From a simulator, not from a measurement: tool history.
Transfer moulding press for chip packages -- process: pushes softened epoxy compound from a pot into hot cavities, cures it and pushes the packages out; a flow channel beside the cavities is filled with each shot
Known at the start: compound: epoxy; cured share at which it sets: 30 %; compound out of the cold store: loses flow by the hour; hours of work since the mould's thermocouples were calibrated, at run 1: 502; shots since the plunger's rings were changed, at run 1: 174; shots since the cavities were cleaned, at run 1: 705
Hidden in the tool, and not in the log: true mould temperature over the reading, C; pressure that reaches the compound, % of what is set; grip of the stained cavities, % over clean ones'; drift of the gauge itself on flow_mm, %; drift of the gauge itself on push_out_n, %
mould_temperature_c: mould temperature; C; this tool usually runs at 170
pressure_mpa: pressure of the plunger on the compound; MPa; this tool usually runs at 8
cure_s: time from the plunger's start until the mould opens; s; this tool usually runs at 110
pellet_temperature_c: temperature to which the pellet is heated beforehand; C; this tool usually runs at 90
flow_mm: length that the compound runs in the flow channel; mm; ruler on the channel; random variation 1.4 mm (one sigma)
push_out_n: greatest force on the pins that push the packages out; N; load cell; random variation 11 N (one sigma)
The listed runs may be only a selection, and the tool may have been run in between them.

run   hour  mould_temperature_c  pressure_mpa  cure_s  pellet_temperature_c  hours of work since the mould's thermocouples were calibrated  shots since the plunger's rings were changed  shots since the cavities were cleaned  incoming compound's hours out of the cold store  flow_mm  push_out_n
  1      0                  170             8     110                    90                                                            502                                           174                                    705                                             23.4      546         782
       4.5  -- cavities cleaned with cleaning compound and waxed
  2   23.1                  170             8     132                    90                                                            511                                           318                                    124                                               44      496         447
  3     49                  170             8     132                    90                                                            522                                           489                                    295                                             29.5      531         553
  4   85.4                  170             8     132                    90                                                            536                                           731                                    537                                             40.7      504         607
       113  -- cavities cleaned with cleaning compound and waxed
  5  126.5                  170             8     132                    90                                                            552                                           994                                     90                                             27.5      532         465
  6  169.3                  170             8     132                    90                                                            570                                          1278                                    374                                               24      540         564
  7  192.1                  170             8     132                    90                                                            579                                          1430                                    526                                               22      544         638
       196  -- mould's thermocouples calibrated
     224.8  -- cavities cleaned with cleaning compound and waxed
  8    227                  164             8     132                    90                                                             12                                          1638                                     15                                             19.8      562         575
  9  269.6                  170          6.53     110                    90                                                             29                                          1921                                    298                                             37.9      457         689
 10    316                  170          7.38     144                    98                                                             48                                          2229                                    606                                             35.6      489         594
     335.3  -- cavities cleaned with cleaning compound and waxed
 11  348.8                  163             8     110                    90                                                             61                                          2437                                     90                                             32.9      526         946
     362.8  -- mould's thermocouples calibrated, once more
 12  394.9                  166             8     111                    95                                                             13                                          2730                                    383                                             25.2      534         920

What if the next run were any one of these 5? Each begins from the tool's condition after run 12:
  A  418.6                  168             8      94                    98                                                             23                                          2887                                    540                                             39.2        ?           ?
  B  418.6                  175             8     111                    91                                                             23                                          2887                                    540                                             20.9        ?           ?
  C  418.6                  166             8     111                    92                                                             23                                          2887                                    540                                               32        ?           ?
  D  418.6                  166          9.82     111                    95                                                             23                                          2887                                    540                                             27.2        ?           ?
  E  418.6                  169             8      92                    81                                                             23                                          2887                                    540                                             10.9        ?           ?

run  flow_mm  push_out_n
  A      497        1171
  B      532         603
  C      522         960
  D      588         999
  E      566        1297
With the hidden condition removed and each run's random variation left untouched, the same runs would have given:
run  flow_mm  push_out_n
  A      510         771
  B      546         395
  C      535         633
  D      603         659
  E      581         855

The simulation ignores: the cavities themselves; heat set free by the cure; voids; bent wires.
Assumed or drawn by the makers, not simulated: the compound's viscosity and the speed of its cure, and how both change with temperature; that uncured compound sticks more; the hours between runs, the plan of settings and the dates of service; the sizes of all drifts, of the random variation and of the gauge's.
